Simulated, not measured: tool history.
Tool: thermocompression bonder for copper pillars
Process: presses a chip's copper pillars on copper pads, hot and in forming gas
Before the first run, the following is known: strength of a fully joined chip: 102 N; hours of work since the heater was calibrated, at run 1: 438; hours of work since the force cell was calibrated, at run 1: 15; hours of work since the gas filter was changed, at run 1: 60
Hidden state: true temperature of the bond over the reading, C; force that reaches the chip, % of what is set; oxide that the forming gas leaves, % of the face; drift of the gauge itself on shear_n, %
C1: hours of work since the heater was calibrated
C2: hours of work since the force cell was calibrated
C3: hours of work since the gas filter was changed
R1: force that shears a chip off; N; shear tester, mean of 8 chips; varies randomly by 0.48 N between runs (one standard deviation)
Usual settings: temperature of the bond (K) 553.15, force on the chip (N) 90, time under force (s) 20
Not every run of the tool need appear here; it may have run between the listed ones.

{"run": 1, "day": 0.0, "temperature of the bond (K)": 553.15, "force on the chip (N)": 90, "time under force (s)": 20, "C1": 438, "C2": 15, "C3": 60, "R1": 76.3}
{"run": 2, "day": 0.292, "temperature of the bond (K)": 553.15, "force on the chip (N)": 90, "time under force (s)": 20, "C1": 443, "C2": 20, "C3": 65, "R1": 75.5}
{"run": 3, "day": 0.688, "temperature of the bond (K)": 553.15, "force on the chip (N)": 90, "time under force (s)": 20, "C1": 449, "C2": 26, "C3": 71, "R1": 76.1}
{"run": 4, "day": 1.192, "temperature of the bond (K)": 553.15, "force on the chip (N)": 90, "time under force (s)": 20, "C1": 457, "C2": 34, "C3": 79, "R1": 77}
{"run": 5, "day": 1.546, "temperature of the bond (K)": 553.15, "force on the chip (N)": 90, "time under force (s)": 20, "C1": 462, "C2": 39, "C3": 84, "R1": 76.8}
{"run": 6, "day": 2.117, "temperature of the bond (K)": 553.15, "force on the chip (N)": 90, "time under force (s)": 20, "C1": 471, "C2": 48, "C3": 93, "R1": 76.7}
{"run": 7, "day": 2.717, "temperature of the bond (K)": 553.15, "force on the chip (N)": 90, "time under force (s)": 20, "C1": 481, "C2": 58, "C3": 103, "R1": 76.8}
{"run": 8, "day": 3.142, "temperature of the bond (K)": 573.15, "force on the chip (N)": 90, "time under force (s)": 20, "C1": 487, "C2": 64, "C3": 109, "R1": 87.6}
{"run": 9, "day": 3.421, "temperature of the bond (K)": 573.15, "force on the chip (N)": 90, "time under force (s)": 20, "C1": 492, "C2": 69, "C3": 114, "R1": 88}
{"run": 10, "day": 3.762, "temperature of the bond (K)": 553.15, "force on the chip (N)": 90, "time under force (s)": 20, "C1": 497, "C2": 74, "C3": 119, "R1": 76.9}
{"run": 11, "day": 4.1, "temperature of the bond (K)": 560.15, "force on the chip (N)": 90, "time under force (s)": 20, "C1": 502, "C2": 79, "C3": 124, "R1": 81.2}
{"run": 12, "day": 4.521, "temperature of the bond (K)": 553.15, "force on the chip (N)": 90, "time under force (s)": 20, "C1": 509, "C2": 86, "C3": 131, "R1": 76.5}
{"run": 13, "day": 5.092, "temperature of the bond (K)": 553.15, "force on the chip (N)": 90, "time under force (s)": 20, "C1": 518, "C2": 95, "C3": 140, "R1": 76.9}
{"run": 14, "day": 5.612, "temperature of the bond (K)": 553.15, "force on the chip (N)": 90, "time under force (s)": 20, "C1": 526, "C2": 103, "C3": 148, "R1": 76.8}
{"run": 15, "day": 5.962, "temperature of the bond (K)": 553.15, "force on the chip (N)": 90, "time under force (s)": 12, "C1": 531, "C2": 108, "C3": 153, "R1": 67.7}
{"run": 16, "day": 6.583, "temperature of the bond (K)": 553.15, "force on the chip (N)": 90, "time under force (s)": 12, "C1": 541, "C2": 118, "C3": 163, "R1": 68.2}
{"run": 17, "day": 6.988, "temperature of the bond (K)": 553.15, "force on the chip (N)": 90, "time under force (s)": 12, "C1": 547, "C2": 124, "C3": 169, "R1": 68}
{"run": 18, "day": 7.562, "temperature of the bond (K)": 553.15, "force on the chip (N)": 90, "time under force (s)": 20, "C1": 556, "C2": 133, "C3": 178, "R1": 77.4}
{"run": 19, "day": 8.017, "temperature of the bond (K)": 553.15, "force on the chip (N)": 90, "time under force (s)": 20, "C1": 563, "C2": 140, "C3": 185, "R1": 77.6}
{"run": 20, "day": 8.4, "temperature of the bond (K)": 553.15, "force on the chip (N)": 90, "time under force (s)": 20, "C1": 569, "C2": 146, "C3": 191, "R1": 78}
{"run": 21, "day": 8.888, "temperature of the bond (K)": 553.15, "force on the chip (N)": 90, "time under force (s)": 20, "C1": 577, "C2": 154, "C3": 199, "R1": 77.6}
{"run": 22, "day": 9.433, "temperature of the bond (K)": 554.15, "force on the chip (N)": 57, "time under force (s)": 20, "C1": 585, "C2": 162, "C3": 207, "R1": 57.4}
{"day": 9.542, "done": "heater calibrated with a thermocouple chip"}
{"run": 23, "day": 9.933, "temperature of the bond (K)": 553.15, "force on the chip (N)": 85, "time under force (s)": 18, "C1": 6, "C2": 169, "C3": 214, "R1": 74.8}
{"run": 24, "day": 10.338, "temperature of the bond (K)": 572.15, "force on the chip (N)": 97, "time under force (s)": 15, "C1": 12, "C2": 175, "C3": 220, "R1": 87.6}
{"run": 25, "day": 10.867, "temperature of the bond (K)": 553.15, "force on the chip (N)": 90, "time under force (s)": 44, "C1": 21, "C2": 184, "C3": 229, "R1": 90.5}
{"run": 26, "day": 11.446, "temperature of the bond (K)": 553.15, "force on the chip (N)": 90, "time under force (s)": 52, "C1": 30, "C2": 193, "C3": 238, "R1": 91.7}
{"run": 27, "day": 12.1, "temperature of the bond (K)": 524.15, "force on the chip (N)": 59, "time under force (s)": 28, "C1": 40, "C2": 203, "C3": 248, "R1": 47.4}
{"day": 12.488, "done": "heater calibrated with a thermocouple chip, once more"}
{"run": 28, "day": 12.654, "temperature of the bond (K)": 537.15, "force on the chip (N)": 113, "time under force (s)": 21, "C1": 3, "C2": 210, "C3": 255, "R1": 72.4}
{"run": 29, "day": 12.979, "temperature of the bond (K)": 574.15, "force on the chip (N)": 55, "time under force (s)": 20, "C1": 8, "C2": 215, "C3": 260, "R1": 65}
{"run": 30, "day": 13.625, "temperature of the bond (K)": 542.15, "force on the chip (N)": 79, "time under force (s)": 14, "C1": 18, "C2": 225, "C3": 270, "R1": 53.4}
{"run": 31, "day": 13.996, "temperature of the bond (K)": 527.15, "force on the chip (N)": 96, "time under force (s)": 27, "C1": 24, "C2": 231, "C3": 276, "R1": 62.2}
{"run": 32, "day": 14.604, "temperature of the bond (K)": 528.15, "force on the chip (N)": 112, "time under force (s)": 43, "C1": 33, "C2": 241, "C3": 286, "R1": 78.3}
{"run": 33, "day": 15.158, "temperature of the bond (K)": 575.15, "force on the chip (N)": 112, "time under force (s)": 54, "C1": 42, "C2": 249, "C3": 294, "R1": 98.3}
{"run": 34, "day": 15.512, "temperature of the bond (K)": 553.15, "force on the chip (N)": 84, "time under force (s)": 20, "C1": 47, "C2": 255, "C3": 300, "R1": 70}
{"run": 35, "day": 16.1, "temperature of the bond (K)": 527.15, "force on the chip (N)": 72, "time under force (s)": 20, "C1": 56, "C2": 264, "C3": 309, "R1": 45.5}
{"run": 36, "day": 16.488, "temperature of the bond (K)": 552.15, "force on the chip (N)": 107, "time under force (s)": 20, "C1": 62, "C2": 270, "C3": 315, "R1": 79.8}
{"run": 37, "day": 16.812, "temperature of the bond (K)": 553.15, "force on the chip (N)": 90, "time under force (s)": 26, "C1": 67, "C2": 275, "C3": 320, "R1": 77.2}
{"run": 38, "day": 17.254, "temperature of the bond (K)": 558.15, "force on the chip (N)": 62, "time under force (s)": 25, "C1": 74, "C2": 282, "C3": 327, "R1": 64.9}
{"run": 39, "day": 17.708, "temperature of the bond (K)": 558.15, "force on the chip (N)": 62, "time under force (s)": 25, "C1": 81, "C2": 289, "C3": 334, "R1": 64}

Some steps in R1, run to run, broken into two amounts with sign: the step expected even without the hidden condition (settings, incoming material, random variation), and the rest, left for the hidden condition together with whatever gauge scatter is not in both the measured and the hidden-condition-free result:
Run 23 -> 24: temperature of the bond (K) 553.15 -> 572.15, force on the chip (N) 85 -> 97, time under force (s) 18 -> 15. R1 +12.8 N: hidden state -1.9, all else +14.7.
Run 26 -> 27: temperature of the bond (K) 553.15 -> 524.15, force on the chip (N) 90 -> 59, time under force (s) 52 -> 28. R1 -44.3 N: hidden state +3.2, all else -47.5.
Run 27 -> 28: temperature of the bond (K) 524.15 -> 537.15, force on the chip (N) 59 -> 113, time under force (s) 28 -> 21, heater calibrated with a thermocouple chip, once more. R1 +25 N: hidden state -7.3, all else +32.3.
Run 33 -> 34: temperature of the bond (K) 575.15 -> 553.15, force on the chip (N) 112 -> 84, time under force (s) 54 -> 20. R1 -28.3 N: hidden state +1.4, all else -29.7.
Run 35 -> 36: temperature of the bond (K) 527.15 -> 552.15, force on the chip (N) 72 -> 107. R1 +34.3 N: hidden state -0.7, all else +35.
